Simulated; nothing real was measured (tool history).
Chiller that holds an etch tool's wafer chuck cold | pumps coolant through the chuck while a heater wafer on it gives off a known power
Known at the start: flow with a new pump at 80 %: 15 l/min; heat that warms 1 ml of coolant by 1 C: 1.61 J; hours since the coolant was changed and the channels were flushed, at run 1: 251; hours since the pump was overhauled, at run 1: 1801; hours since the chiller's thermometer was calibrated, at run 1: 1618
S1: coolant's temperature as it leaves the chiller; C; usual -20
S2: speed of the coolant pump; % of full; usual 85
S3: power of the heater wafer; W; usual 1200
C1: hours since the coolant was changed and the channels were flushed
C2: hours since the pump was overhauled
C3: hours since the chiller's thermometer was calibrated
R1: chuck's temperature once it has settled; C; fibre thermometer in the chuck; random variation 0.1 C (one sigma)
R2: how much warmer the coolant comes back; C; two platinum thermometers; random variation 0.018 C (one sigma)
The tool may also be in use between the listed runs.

run,day,S1,S2,S3,C1,C2,C3,R1,R2
1,0.000,-20,85,1200,251,1801,1618,-6.3,2.79
2,3.938,-20,86,1200,346,1896,1713,-6.6,2.74
3,11.379,-20,86,1200,525,2074,1891,-6.6,2.76
4,18.371,-21,85,1200,692,2242,2059,-7.3,2.86
5,24.038,-20,85,1766,828,2378,2195,0.2,4.18
6,29.067,-20,85,1766,949,2499,2316,-0.2,4.15
7,33.742,-20,85,1766,1061,2611,2428,0.1,4.15
8,38.383,-20,85,1766,1173,2722,2539,-0.2,4.13
9,47.271,-20,85,1213,1386,2936,2753,-6.3,2.88
10,53.025,-20,85,1213,1524,3074,2891,-6.2,2.90
11,59.796,-23,85,1200,1686,3236,3053,-9.5,2.88
12,64.754,-23,85,1200,1805,3355,3172,-9.5,2.88
13,72.275,-20,85,1200,1986,3536,3353,-6.5,2.85
14,77.967,-20,69,1200,2123,3672,3489,-3.5,3.58
15,85.879,-20,69,1200,2312,3862,3679,-3.6,3.61
16,91.512,-20,69,1200,2448,3997,3815,-3.4,3.60
17,99.738,-20,69,1200,2645,4195,4012,-3.7,3.61
18,105.171,-20,69,1200,2775,4325,4142,-3.6,3.65
19,109.967,-26,74,1200,2891,4440,4257,-10.5,3.37
20,119.062,-26,74,1200,3109,4659,4476,-10.8,3.38
21,127.829,-22,85,1200,3319,4869,4686,-8.6,2.96

Run 22 comes next. What will it give?
# day 129.408: chiller's thermometer calibrated
22,135.758,-18,85,1200,3509,5058,152,?,?

{"run 22": {"R1": -4.5, "R2": 2.98}}
Without the tool's hidden state the same run would have given R1 -4.5 C, R2 2.80 C.
